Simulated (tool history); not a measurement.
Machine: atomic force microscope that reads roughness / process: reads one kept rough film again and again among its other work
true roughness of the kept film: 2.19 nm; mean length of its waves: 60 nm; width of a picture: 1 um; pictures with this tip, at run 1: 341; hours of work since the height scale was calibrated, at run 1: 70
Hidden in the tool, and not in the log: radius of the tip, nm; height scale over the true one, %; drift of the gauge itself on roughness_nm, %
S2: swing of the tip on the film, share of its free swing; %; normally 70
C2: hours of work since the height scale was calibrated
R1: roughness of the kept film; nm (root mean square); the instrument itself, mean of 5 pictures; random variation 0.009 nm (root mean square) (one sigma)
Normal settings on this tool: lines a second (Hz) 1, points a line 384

Run 1, day 0: usual settings; pictures with this tip 341; C2 70. Result: R1 2.012 nm (root mean square).
Run 2, day 0.35: usual settings but lines a second (Hz) 2.03; pictures with this tip 353; C2 74. Result: R1 1.902 nm (root mean square).
Run 3, day 0.588: usual settings but lines a second (Hz) 2.03; pictures with this tip 362; C2 76. Result: R1 1.903 nm (root mean square).
Run 4, day 0.854: usual settings; pictures with this tip 371; C2 79. Result: R1 2.023 nm (root mean square).
At day 0.996: new tip fitted.
Run 5, day 1.254: usual settings but points a line 325; pictures with this tip 10; C2 84. Result: R1 2.008 nm (root mean square).
Run 6, day 1.546: usual settings; pictures with this tip 20; C2 87. Result: R1 2.011 nm (root mean square).
Run 7, day 1.954: usual settings; pictures with this tip 34; C2 92. Result: R1 2.015 nm (root mean square).
Run 8, day 2.329: usual settings but points a line 258; pictures with this tip 48; C2 96. Result: R1 2.012 nm (root mean square).
Run 9, day 2.654: usual settings; pictures with this tip 59; C2 100. Result: R1 2.022 nm (root mean square).
Run 10, day 3.088: usual settings but S2 58 %, points a line 314; pictures with this tip 74; C2 105. Result: R1 2.086 nm (root mean square).
Run 11, day 3.304: usual settings but lines a second (Hz) 3.67, S2 78 %; pictures with this tip 82; C2 107. Result: R1 1.592 nm (root mean square).

Run 12 is up next; what results do you expect?
Run 12, day 3.496: usual settings but S2 55 %, points a line 452; pictures with this tip 89; C2 110. Result: R1 ?.

{"run 12": {"R1": 2.077}}
With the hidden condition absent and the run-to-run variation left alone, this run would have shown R1 2.078 nm (root mean square).
